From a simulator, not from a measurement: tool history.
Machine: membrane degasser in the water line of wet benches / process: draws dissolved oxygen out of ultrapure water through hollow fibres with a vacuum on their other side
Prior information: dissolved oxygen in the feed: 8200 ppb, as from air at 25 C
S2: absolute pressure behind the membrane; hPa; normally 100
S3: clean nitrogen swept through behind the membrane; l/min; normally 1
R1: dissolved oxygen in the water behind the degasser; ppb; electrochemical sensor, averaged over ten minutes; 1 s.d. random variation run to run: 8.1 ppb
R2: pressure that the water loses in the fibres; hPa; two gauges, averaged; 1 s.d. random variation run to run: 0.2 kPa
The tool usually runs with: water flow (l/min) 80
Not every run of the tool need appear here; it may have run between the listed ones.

{"run": 1, "hour": 0.0, "water flow (l/min)": 80, "S2": 100, "S3": 1, "R1": 1101, "R2": 435}
{"run": 2, "hour": 45.2, "water flow (l/min)": 80, "S2": 100, "S3": 1, "R1": 1107.1, "R2": 436.1}
{"run": 3, "hour": 86.9, "water flow (l/min)": 80, "S2": 100, "S3": 1.8, "R1": 816.5, "R2": 438.1}
{"run": 4, "hour": 133.4, "water flow (l/min)": 80, "S2": 100, "S3": 1.8, "R1": 826.3, "R2": 439.6}
{"hour": 136.9, "done": "vacuum gauge calibrated"}
{"run": 5, "hour": 176.8, "water flow (l/min)": 80, "S2": 142, "S3": 1, "R1": 1537.2, "R2": 439.6}
{"run": 6, "hour": 206.1, "water flow (l/min)": 114, "S2": 100, "S3": 1, "R1": 1643.8, "R2": 622.2}
{"run": 7, "hour": 232.5, "water flow (l/min)": 114, "S2": 100, "S3": 1, "R1": 1621.1, "R2": 622}
{"run": 8, "hour": 276.8, "water flow (l/min)": 93, "S2": 84, "S3": 1, "R1": 1133.8, "R2": 511.6}
{"run": 9, "hour": 300.4, "water flow (l/min)": 93, "S2": 84, "S3": 1, "R1": 1131.3, "R2": 507.9}
{"run": 10, "hour": 330.3, "water flow (l/min)": 93, "S2": 84, "S3": 1, "R1": 1149.5, "R2": 510.6}
{"run": 11, "hour": 351.6, "water flow (l/min)": 78, "S2": 75, "S3": 0.83, "R1": 879.9, "R2": 428.4}
{"run": 12, "hour": 372.8, "water flow (l/min)": 78, "S2": 75, "S3": 0.83, "R1": 895, "R2": 426.8}
{"run": 13, "hour": 395.6, "water flow (l/min)": 78, "S2": 75, "S3": 0.83, "R1": 899.6, "R2": 427.1}
{"hour": 399.6, "done": "vacuum gauge calibrated, once more"}
{"run": 14, "hour": 422.9, "water flow (l/min)": 101, "S2": 100, "S3": 1.37, "R1": 1209.9, "R2": 551}

The logged runs with the hidden state left out (each run's random variation unchanged):
Hidden state present: membrane still open, %; true pressure behind the membrane over the reading, kPa; air that leaks in behind the membrane, l/min; drift of the gauge itself on oxygen_ppb, %; drift of the gauge itself on loss_of_pressure_kpa, %.
run=1 R1=1054.5 R2=428.3
run=2 R1=1059.9 R2=429.2
run=3 R1=779.7 R2=431
run=4 R1=788.5 R2=432.4
run=5 R1=1481.4 R2=432.1
run=6 R1=1564.4 R2=611.2
run=7 R1=1542.4 R2=611
run=8 R1=1059.9 R2=502.3
run=9 R1=1057.3 R2=498.5
run=10 R1=1073.8 R2=501.1
run=11 R1=807.8 R2=420.2
run=12 R1=821.3 R2=418.6
run=13 R1=825.4 R2=418.8
run=14 R1=1190.1 R2=540.1
